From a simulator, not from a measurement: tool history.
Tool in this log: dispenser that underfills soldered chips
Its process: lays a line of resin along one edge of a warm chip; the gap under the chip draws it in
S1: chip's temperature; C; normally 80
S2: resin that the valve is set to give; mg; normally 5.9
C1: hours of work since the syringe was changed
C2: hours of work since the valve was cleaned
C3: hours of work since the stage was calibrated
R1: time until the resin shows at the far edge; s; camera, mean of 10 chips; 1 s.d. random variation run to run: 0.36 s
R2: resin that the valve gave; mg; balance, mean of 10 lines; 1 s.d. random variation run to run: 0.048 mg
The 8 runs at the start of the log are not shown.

run,day,S1,S2,C1,C2,C3,R1,R2
# day 2.942: new syringe of resin
9,3.054,80,7.35,2,58,256,22.3,6.99
# day 3.3: new syringe of resin
10,3.35,80,6.35,1,62,260,21.5,5.98
11,3.633,80,7.42,5,66,265,30.2,6.87
# day 3.696: new syringe of resin
12,3.938,80,7.42,4,70,269,26.5,6.85
# day 4.067: new syringe of resin
13,4.325,65,5.9,4,76,274,51.1,5.38
# day 4.479: new syringe of resin
14,4.729,65,6.18,4,82,280,52.1,5.61
# day 4.854: new syringe of resin
# day 5.217: new syringe of resin
15,5.25,65,6.18,0,89,287,39.3,5.57
# day 5.575: new syringe of resin
16,5.817,65,6.18,4,97,296,49.6,5.59
# day 5.971: new syringe of resin
17,6.312,79,5.54,5,104,303,33,4.96
# day 6.375: new syringe of resin
18,6.708,80,5.35,5,110,308,31.5,4.77
# day 6.762: new syringe of resin
# day 7.138: new syringe of resin
# day 7.179: dispensing valve cleaned and set on the balance
19,7.288,80,5.35,2,2,316,23.1,5.28
20,7.525,91,7.09,5,5,319,19.4,6.97
# day 7.583: new syringe of resin
# day 7.958: new syringe of resin
21,8.067,86,7.09,2,13,327,18.6,7.07
# day 8.346: new syringe of resin
22,8.375,71,5.39,0,17,331,31.1,5.3
# day 8.725: new syringe of resin
23,8.75,82,6.68,0,22,337,19,6.52
# day 9.092: new syringe of resin
24,9.158,82,6.68,1,28,343,20.4,6.58
# day 9.483: new syringe of resin
25,9.725,82,6.68,4,36,351,25.2,6.45
# day 9.871: new syringe of resin
26,10.104,82,6.68,3,42,356,24.8,6.48
# day 10.262: new syringe of resin
27,10.583,78,6.63,5,49,363,32.6,6.24
# day 10.642: new syringe of resin
# day 11.008: new syringe of resin
28,11.083,77,7.15,1,56,370,24.1,6.77
# day 11.388: new syringe of resin
29,11.654,89,6.24,4,64,378,20.4,5.82
# day 11.758: new syringe of resin
# day 12.146: new syringe of resin
30,12.242,89,6.24,1,72,387,16.3,5.75
# day 12.512: new syringe of resin
31,12.546,69,6.78,0,76,391,33.1,6.33

Branching from run 31: 4 alternative next runs. What would each branch give?
# day 12.9: new syringe of resin
A,13.046,89,5.89,2,84,398,?,?
# day 12.9: new syringe of resin
B,13.046,87,6.61,2,84,398,?,?
# day 12.9: new syringe of resin
C,13.046,68,5.09,2,84,398,?,?
# day 12.9: new syringe of resin
D,13.046,69,5.99,2,84,398,?,?

run,R1,R2
A,17.3,5.34
B,18.1,6.02
C,41.5,4.6
D,39.7,5.48
Take away the tool's hidden state, keep each run's random variation, and the runs would have read:
run,R1,R2
A,13.4,5.84
B,14.1,6.58
C,31.5,5.02
D,30.6,5.98
